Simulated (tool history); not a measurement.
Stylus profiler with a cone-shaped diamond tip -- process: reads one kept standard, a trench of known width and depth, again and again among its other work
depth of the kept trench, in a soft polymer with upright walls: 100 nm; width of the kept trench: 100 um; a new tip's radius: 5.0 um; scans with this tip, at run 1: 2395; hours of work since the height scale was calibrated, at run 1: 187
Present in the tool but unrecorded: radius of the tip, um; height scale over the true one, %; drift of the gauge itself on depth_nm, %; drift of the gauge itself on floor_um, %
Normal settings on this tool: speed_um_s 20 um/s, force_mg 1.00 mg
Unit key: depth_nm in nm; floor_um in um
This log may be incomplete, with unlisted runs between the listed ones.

run    hour  speed_um_s  force_mg  scans with this tip  hours of work since the height scale was calibrated  depth_nm  floor_um
  1     0.0          20      1.00                 2395                                                  187    100.54     97.80
  2   110.8          76      1.00                 3017                                                  235    100.67     97.40
  3   220.3          76      1.00                 3632                                                  283    100.69     97.38
  4   317.5          27      1.00                 4177                                                  326    100.72     97.80
  5   379.3          27      1.00                 4524                                                  353    100.87     97.80
  6   463.9          79      1.00                 4999                                                  390    101.13     97.31
  7   521.6          20      1.00                 5322                                                  415    100.58     97.78
  8   637.2           6      1.00                 5971                                                  465    100.97     97.92
  9   771.2          20      1.00                 6723                                                  524    100.58     97.83
 10   843.9          16      1.00                 7131                                                  556    101.05     97.89
 11   959.6           6      1.00                 7780                                                  606    100.81     97.92
 12  1089.0           6      1.00                 8506                                                  663    100.67     97.93
 13  1210.5           6      1.00                 9188                                                  716    100.79     97.98
 14  1279.9           6      1.00                 9577                                                  747    100.67     97.94
 15  1358.3           6      1.00                10017                                                  781    100.75     97.95
 16  1440.9          20      1.00                10481                                                  817    100.93     97.82
 17  1511.0          20      1.00                10874                                                  848    100.66     97.85
 18  1591.0          29      1.00                11323                                                  883    100.91     97.76
 19  1660.8          29      1.00                11715                                                  913    100.90     97.72
 20  1720.8           8      1.00                12051                                                  939    100.84     97.93
 21  1852.4          20      1.00                12790                                                  997    100.85     97.82
 22  1913.5          20      1.00                13133                                                 1024    100.87     97.82
 23  2037.3          12      1.00                13828                                                 1078    100.75     97.89
 24  2115.9           5      0.47                14269                                                 1112    100.13     97.92
 25  2239.1          20      1.24                14960                                                 1166    100.82     97.91
 26  2317.7          50      1.85                15401                                                 1201    101.13     97.67
 27  2380.8          14      1.85                15755                                                 1228    101.13     97.90
 28  2517.1          22      1.94                16520                                                 1288    101.28     97.88
 29  2582.6          22      1.94                16888                                                 1316    101.21     97.88
 30  2720.1          58      1.51                17660                                                 1377    100.98     97.56
 31  2853.5          58      1.51                18408                                                 1435    100.86     97.66
 32  2952.3          58      1.51                18962                                                 1478    101.03     97.56
 33  3060.7          13      0.85                19570                                                 1526    100.67     97.89
 34  3131.0          13      0.85                19965                                                 1556    100.87     97.92
 35  3251.1          62      1.55                20639                                                 1609    100.99     97.58
 36  3352.1          13      0.87                21206                                                 1653    100.60     97.89
 37  3431.3          15      1.00                21650                                                 1688    100.64     97.88
 38  3518.2          15      1.00                22138                                                 1726    100.85     97.84
 39  3646.7          15      1.00                22859                                                 1782    100.74     97.88
 40  3739.1          10      1.87                23378                                                 1822    101.26     97.95
 41  3858.2          42      0.38                24046                                                 1874    100.40     97.38
 42  3992.1          22      1.00                24797                                                 1933    100.79     97.85
 43  4118.6          29      2.47                25507                                                 1988    101.37     97.82
 44  4218.5          36      0.52                26068                                                 2032    100.47     97.54
 45  4312.2          27      2.09                26594                                                 2073    101.38     97.84
 46  4446.6          27      2.09                27348                                                 2132    101.36     97.84

Branching from run 46: 4 alternative next runs. What would each branch give?
  A  4578.9          20      0.84                28090                                                 2190         ?         ?
  B  4578.9          10      1.03                28090                                                 2190         ?         ?
  C  4578.9          27      1.86                28090                                                 2190         ?         ?
  D  4578.9          27      1.42                28090                                                 2190         ?         ?

run  depth_nm  floor_um
  A    100.72     97.75
  B    100.77     97.94
  C    101.25     97.79
  D    100.91     97.77
Had the tool no hidden state, the same runs would have come out as:
run  depth_nm  floor_um
  A    100.71     97.77
  B    100.76     97.95
  C    101.24     97.80
  D    100.90     97.79

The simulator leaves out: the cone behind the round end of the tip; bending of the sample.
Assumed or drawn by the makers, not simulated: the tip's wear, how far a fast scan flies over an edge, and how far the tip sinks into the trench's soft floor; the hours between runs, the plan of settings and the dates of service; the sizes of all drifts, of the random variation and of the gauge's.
